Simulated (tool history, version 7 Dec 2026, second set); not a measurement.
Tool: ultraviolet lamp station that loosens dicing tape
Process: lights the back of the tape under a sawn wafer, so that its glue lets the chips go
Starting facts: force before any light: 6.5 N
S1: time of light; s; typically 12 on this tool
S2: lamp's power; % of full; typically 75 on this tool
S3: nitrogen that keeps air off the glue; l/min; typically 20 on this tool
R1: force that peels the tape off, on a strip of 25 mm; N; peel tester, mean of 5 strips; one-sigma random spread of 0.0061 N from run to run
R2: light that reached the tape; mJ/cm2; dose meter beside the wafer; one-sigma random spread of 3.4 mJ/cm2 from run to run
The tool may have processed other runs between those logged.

run	hour	S1	S2	S3	R1	R2
1	0	12	75	20	0.27	467
2	12.9	12	75	19	0.274	465
3	23.8	12	75	19	0.28	459
4	31.9	12	96	20	0.159	586
5	47.8	12	75	20	0.266	452
# hour 58.9: window cleaned of glue's vapour
6	61	21	75	20	0.118	930
7	72.6	21	75	20	0.128	930
8	89.1	12	75	31	0.156	525
9	100.5	12	75	20	0.203	524
10	116.2	12	75	35	0.144	522
11	130.1	12	75	36	0.151	521
12	144	12	75	36	0.147	512
13	156	12	79	20	0.191	541
14	174	12	79	20	0.187	533
15	190.9	12	79	14	0.263	536
16	204.2	12	79	14	0.27	536
17	214.4	12	75	20	0.22	505
18	222.7	12	75	20	0.228	503
19	236.4	12	75	20	0.22	501
20	248.6	12	75	20	0.226	497
21	261.2	12	75	20	0.228	496
22	269.7	12	75	20	0.229	490
23	283.8	20	61	20	0.133	673
24	296.4	22	83	7	0.152	1000
25	314.1	8	83	28	0.337	359
26	321.9	8	85	8	0.953	366
27	331.9	8	85	8	0.966	364
28	339.9	10	72	34	0.251	387
29	351.5	10	72	34	0.251	383
30	363	12	94	9	0.316	605
31	379.5	11	94	9	0.396	544
32	388.1	11	94	9	0.388	548
33	403.8	8	75	8	1.272	314
34	414.6	8	75	8	1.292	315
35	433	12	91	28	0.15	572
36	451.1	12	91	28	0.147	566
37	461.7	12	91	35	0.134	567
38	475.6	17	75	10	0.229	660
39	492.5	17	75	10	0.235	658
40	505.3	15	60	10	0.516	454
41	522.1	20	82	7	0.197	835
42	539.4	23	87	20	0.1	1008
43	556.4	23	87	20	0.11	994

Consider 4 possible next runs. They are alternatives, not a sequence: every one starts from the tool as it was left by run 43. What does each give?
A	572.2	18	89	20	?	?
B	572.2	23	72	7	?	?
C	572.2	10	75	28	?	?
D	572.2	23	75	20	?	?

run	R1	R2
A	0.125	800
B	0.201	830
C	0.307	373
D	0.113	853
Without the tool's hidden state the same runs would have given:
run	R1	R2
A	0.117	1004
B	0.14	1041
C	0.191	467
D	0.108	1070

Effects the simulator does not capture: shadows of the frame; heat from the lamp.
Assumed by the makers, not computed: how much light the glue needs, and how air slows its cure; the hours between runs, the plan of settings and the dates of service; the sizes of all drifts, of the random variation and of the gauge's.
